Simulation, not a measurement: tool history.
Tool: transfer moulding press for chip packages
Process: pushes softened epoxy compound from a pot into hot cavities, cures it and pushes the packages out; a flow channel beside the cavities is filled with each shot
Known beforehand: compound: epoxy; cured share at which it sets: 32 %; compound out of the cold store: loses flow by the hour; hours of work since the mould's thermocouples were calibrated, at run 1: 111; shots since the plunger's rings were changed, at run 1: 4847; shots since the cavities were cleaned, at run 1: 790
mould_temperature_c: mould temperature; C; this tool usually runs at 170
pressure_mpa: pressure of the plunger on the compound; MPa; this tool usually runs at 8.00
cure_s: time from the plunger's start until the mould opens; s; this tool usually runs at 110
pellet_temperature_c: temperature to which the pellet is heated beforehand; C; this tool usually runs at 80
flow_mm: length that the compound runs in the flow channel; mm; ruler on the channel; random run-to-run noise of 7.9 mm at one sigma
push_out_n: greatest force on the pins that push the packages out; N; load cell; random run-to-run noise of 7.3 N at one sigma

| run | day | mould_temperature_c | pressure_mpa | cure_s | pellet_temperature_c | hours of work since the mould's thermocouples were calibrated | shots since the plunger's rings were changed | shots since the cavities were cleaned | incoming compound's hours out of the cold store | flow_mm | push_out_n |
|---|---|---|---|---|---|---|---|---|---|---|---|
| 1 | 0.000 | 170 | 8.00 | 110 | 80 | 111 | 4847 | 790 | 27.2 | 834 | 540 |
|  | 0.379 | cavities cleaned with cleaning compound and waxed |
|  | 2.250 | plunger's sealing rings changed |
| 2 | 2.342 | 170 | 8.00 | 110 | 80 | 140 | 19 | 401 | 18.5 | 971 | 511 |
|  | 4.542 | cavities cleaned with cleaning compound and waxed |
| 3 | 4.896 | 170 | 8.00 | 99 | 80 | 173 | 557 | 77 | 11.6 | 981 | 421 |
| 4 | 7.762 | 170 | 8.00 | 99 | 80 | 211 | 1175 | 695 | 18.5 | 930 | 642 |
|  | 8.521 | cavities cleaned with cleaning compound and waxed |
| 5 | 10.312 | 170 | 8.00 | 99 | 80 | 244 | 1712 | 387 | 12.2 | 954 | 589 |
| 6 | 12.100 | 176 | 8.00 | 110 | 80 | 268 | 2097 | 772 | 20.5 | 888 | 463 |
|  | 12.588 | cavities cleaned with cleaning compound and waxed |
| 7 | 14.500 | 170 | 6.39 | 110 | 80 | 299 | 2601 | 412 | 16.5 | 833 | 479 |
|  | 14.762 | mould's thermocouples calibrated |
|  | 16.504 | cavities cleaned with cleaning compound and waxed |
| 8 | 17.054 | 170 | 8.00 | 110 | 80 | 30 | 3121 | 119 | 10.8 | 931 | 367 |
| 9 | 19.438 | 177 | 8.84 | 110 | 80 | 61 | 3635 | 633 | 43.1 | 796 | 464 |
|  | 20.562 | cavities cleaned with cleaning compound and waxed |
| 10 | 21.729 | 177 | 8.84 | 110 | 80 | 91 | 4115 | 251 | 47.7 | 746 | 385 |
| 11 | 23.325 | 170 | 8.00 | 97 | 74 | 112 | 4460 | 596 | 34.2 | 783 | 620 |
|  | 24.408 | cavities cleaned with cleaning compound and waxed |
| 12 | 25.558 | 173 | 6.68 | 134 | 82 | 141 | 4928 | 248 | 28.6 | 726 | 374 |
|  | 27.462 | plunger's sealing rings changed |
|  | 28.421 | cavities cleaned with cleaning compound and waxed |
| 13 | 29.383 | 173 | 6.68 | 134 | 82 | 189 | 401 | 208 | 42.6 | 739 | 373 |
| 14 | 31.225 | 170 | 9.17 | 91 | 81 | 214 | 799 | 606 | 23.2 | 977 | 665 |
|  | 32.296 | cavities cleaned with cleaning compound and waxed |
| 15 | 32.933 | 171 | 9.17 | 95 | 76 | 235 | 1154 | 138 | 16.7 | 993 | 439 |
|  | 34.454 | mould's thermocouples calibrated, once more |
| 16 | 35.229 | 171 | 9.17 | 95 | 76 | 10 | 1630 | 614 | 22.9 | 977 | 674 |

What if the next run were any one of these 4? Each begins from the tool's condition after run 16:
|  | 36.242 | cavities cleaned with cleaning compound and waxed |
| A | 38.229 | 173 | 7.14 | 110 | 85 | 49 | 2264 | 428 | 44.9 | ? | ? |
|  | 36.242 | cavities cleaned with cleaning compound and waxed |
| B | 38.229 | 177 | 9.53 | 95 | 76 | 49 | 2264 | 428 | 23.6 | ? | ? |
|  | 36.242 | cavities cleaned with cleaning compound and waxed |
| C | 38.229 | 170 | 7.99 | 100 | 80 | 49 | 2264 | 428 | 17.6 | ? | ? |
|  | 36.242 | cavities cleaned with cleaning compound and waxed |
| D | 38.229 | 171 | 9.17 | 95 | 78 | 49 | 2264 | 428 | 36.7 | ? | ? |

| run | flow_mm | push_out_n |
|---|---|---|
| A | 732 | 437 |
| B | 951 | 475 |
| C | 926 | 602 |
| D | 888 | 588 |
Stripped of hidden state, with their random variation kept, the same runs would have yielded:
| run | flow_mm | push_out_n |
|---|---|---|
| A | 761 | 270 |
| B | 988 | 293 |
| C | 963 | 371 |
| D | 923 | 365 |
